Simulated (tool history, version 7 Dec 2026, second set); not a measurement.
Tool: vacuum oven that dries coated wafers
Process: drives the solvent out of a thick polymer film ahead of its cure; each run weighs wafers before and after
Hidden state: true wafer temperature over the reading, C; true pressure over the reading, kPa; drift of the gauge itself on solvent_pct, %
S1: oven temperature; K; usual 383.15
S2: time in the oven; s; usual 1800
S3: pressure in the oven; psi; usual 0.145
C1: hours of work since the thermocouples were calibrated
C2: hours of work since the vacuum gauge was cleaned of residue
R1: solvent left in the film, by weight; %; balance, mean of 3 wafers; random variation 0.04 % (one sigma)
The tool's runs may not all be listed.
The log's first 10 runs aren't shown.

run 11 hour=401.9 | S1=368.15 S2=1800 S3=0.145 | C1=257 C2=507 | R1=6.43
run 12 hour=425.6 | S1=368.15 S2=1800 S3=0.145 | C1=269 C2=519 | R1=6.55
run 13 hour=461.8 | S1=383.15 S2=1800 S3=0.145 | C1=288 C2=538 | R1=3.21
run 14 hour=500.7 | S1=383.15 S2=1800 S3=0.145 | C1=308 C2=558 | R1=3.29
run 15 hour=526.6 | S1=383.15 S2=1800 S3=0.145 | C1=321 C2=571 | R1=3.18
run 16 hour=582.1 | S1=383.15 S2=1800 S3=0.125 | C1=349 C2=600 | R1=3.19
run 17 hour=629.7 | S1=383.15 S2=1800 S3=0.145 | C1=374 C2=624 | R1=3.32
run 18 hour=671.7 | S1=383.15 S2=1800 S3=0.145 | C1=395 C2=646 | R1=3.28
run 19 hour=699.0 | S1=380.15 S2=1500 S3=0.225 | C1=410 C2=660 | R1=5.10
run 20 hour=731.1 | S1=380.15 S2=1500 S3=0.225 | C1=426 C2=676 | R1=5.03
run 21 hour=776.4 | S1=380.15 S2=1500 S3=0.225 | C1=449 C2=700 | R1=5.08
-- hour=781.9 vacuum gauge cleaned of residue and calibrated
run 22 hour=834.4 | S1=379.15 S2=1800 S3=0.206 | C1=478 C2=27 | R1=4.16
run 23 hour=877.1 | S1=370.15 S2=2220 S3=0.206 | C1=500 C2=49 | R1=5.16
-- hour=901.1 vacuum gauge cleaned of residue and calibrated, once more
run 24 hour=928.7 | S1=385.15 S2=2160 S3=0.511 | C1=526 C2=14 | R1=2.78
run 25 hour=968.6 | S1=383.15 S2=1860 S3=0.103 | C1=546 C2=35 | R1=3.00
run 26 hour=1023.1 | S1=386.15 S2=1020 S3=0.144 | C1=575 C2=63 | R1=6.10
run 27 hour=1048.7 | S1=382.15 S2=3000 S3=0.495 | C1=588 C2=76 | R1=2.12
run 28 hour=1080.2 | S1=390.15 S2=2040 S3=0.213 | C1=604 C2=92 | R1=1.75
run 29 hour=1129.2 | S1=378.15 S2=1020 S3=0.213 | C1=629 C2=117 | R1=7.96
run 30 hour=1171.8 | S1=368.15 S2=2460 S3=0.213 | C1=651 C2=139 | R1=4.99
run 31 hour=1209.1 | S1=368.15 S2=2460 S3=0.213 | C1=670 C2=158 | R1=5.05
run 32 hour=1254.9 | S1=391.15 S2=2400 S3=0.422 | C1=694 C2=182 | R1=1.58
run 33 hour=1278.1 | S1=391.15 S2=2880 S3=0.422 | C1=705 C2=194 | R1=1.15
run 34 hour=1334.7 | S1=386.15 S2=2880 S3=0.422 | C1=735 C2=223 | R1=1.70
run 35 hour=1368.0 | S1=383.15 S2=900 S3=0.145 | C1=752 C2=240 | R1=7.61

Forecast each of these 3 alternatives for the next run:
run A hour=1398.2 | S1=391.15 S2=3000 S3=0.352 | C1=767 C2=255 | R1=?
run B hour=1398.2 | S1=378.15 S2=2040 S3=0.080 | C1=767 C2=255 | R1=?
run C hour=1398.2 | S1=383.15 S2=900 S3=0.129 | C1=767 C2=255 | R1=?

run=A R1=0.97
run=B R1=3.54
run=C R1=7.61
Without the tool's hidden state the same runs would have given:
run=A R1=0.86
run=B R1=3.24
run=C R1=7.27
